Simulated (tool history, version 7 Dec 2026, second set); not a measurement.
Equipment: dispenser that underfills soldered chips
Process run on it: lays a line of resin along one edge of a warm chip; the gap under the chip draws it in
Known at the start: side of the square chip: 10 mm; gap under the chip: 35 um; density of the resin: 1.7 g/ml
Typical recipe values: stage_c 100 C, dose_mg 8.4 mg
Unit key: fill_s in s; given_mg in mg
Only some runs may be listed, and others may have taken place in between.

run 1 day=0 | stage_c=100 dose_mg=8.4 | fill_s=193.1 given_mg=8.42
run 2 day=0.188 | stage_c=100 dose_mg=8.4 | fill_s=220.8 given_mg=8.28
-- day=0.233 new syringe of resin
run 3 day=0.554 | stage_c=100 dose_mg=8.4 | fill_s=212.7 given_mg=8.32
-- day=0.679 new syringe of resin
run 4 day=0.712 | stage_c=100 dose_mg=8.4 | fill_s=174.6 given_mg=8.3
run 5 day=0.958 | stage_c=100 dose_mg=9.29 | fill_s=199.9 given_mg=9.15
-- day=1.129 new syringe of resin
run 6 day=1.142 | stage_c=100 dose_mg=8.4 | fill_s=173.1 given_mg=8.36
run 7 day=1.412 | stage_c=100 dose_mg=7.33 | fill_s=212.2 given_mg=7.13
-- day=1.567 new syringe of resin
run 8 day=1.592 | stage_c=87 dose_mg=10.57 | fill_s=241 given_mg=10.33
run 9 day=1.779 | stage_c=87 dose_mg=10.57 | fill_s=271.2 given_mg=10.39
-- day=2 new syringe of resin
run 10 day=2.062 | stage_c=87 dose_mg=10.57 | fill_s=248.7 given_mg=10.25
run 11 day=2.4 | stage_c=114 dose_mg=7.56 | fill_s=158 given_mg=7.26
-- day=2.442 new syringe of resin
run 12 day=2.746 | stage_c=114 dose_mg=7.56 | fill_s=147.6 given_mg=7.28
-- day=2.888 new syringe of resin
run 13 day=3.071 | stage_c=114 dose_mg=7.56 | fill_s=136.3 given_mg=7.3
run 14 day=3.296 | stage_c=114 dose_mg=7.56 | fill_s=160.7 given_mg=7.21

Forecast each of these 5 alternatives for the next run:
-- day=3.329 new syringe of resin
run A day=3.55 | stage_c=102 dose_mg=8.4 | fill_s=? given_mg=?
-- day=3.329 new syringe of resin
run B day=3.55 | stage_c=100 dose_mg=8.68 | fill_s=? given_mg=?
-- day=3.329 new syringe of resin
run C day=3.55 | stage_c=101 dose_mg=7.89 | fill_s=? given_mg=?
-- day=3.329 new syringe of resin
run D day=3.55 | stage_c=107 dose_mg=7.98 | fill_s=? given_mg=?
-- day=3.329 new syringe of resin
run E day=3.55 | stage_c=111 dose_mg=7.56 | fill_s=? given_mg=?

run=A fill_s=188.2 given_mg=8.12
run=B fill_s=193.4 given_mg=8.3
run=C fill_s=195.5 given_mg=7.54
run=D fill_s=166.6 given_mg=7.59
run=E fill_s=150.2 given_mg=7.25
With the hidden condition removed and each run's random variation left untouched, the same runs would have given:
run=A fill_s=169.6 given_mg=8.46
run=B fill_s=174.6 given_mg=8.65
run=C fill_s=175.7 given_mg=7.86
run=D fill_s=149.5 given_mg=7.91
run=E fill_s=134.3 given_mg=7.55
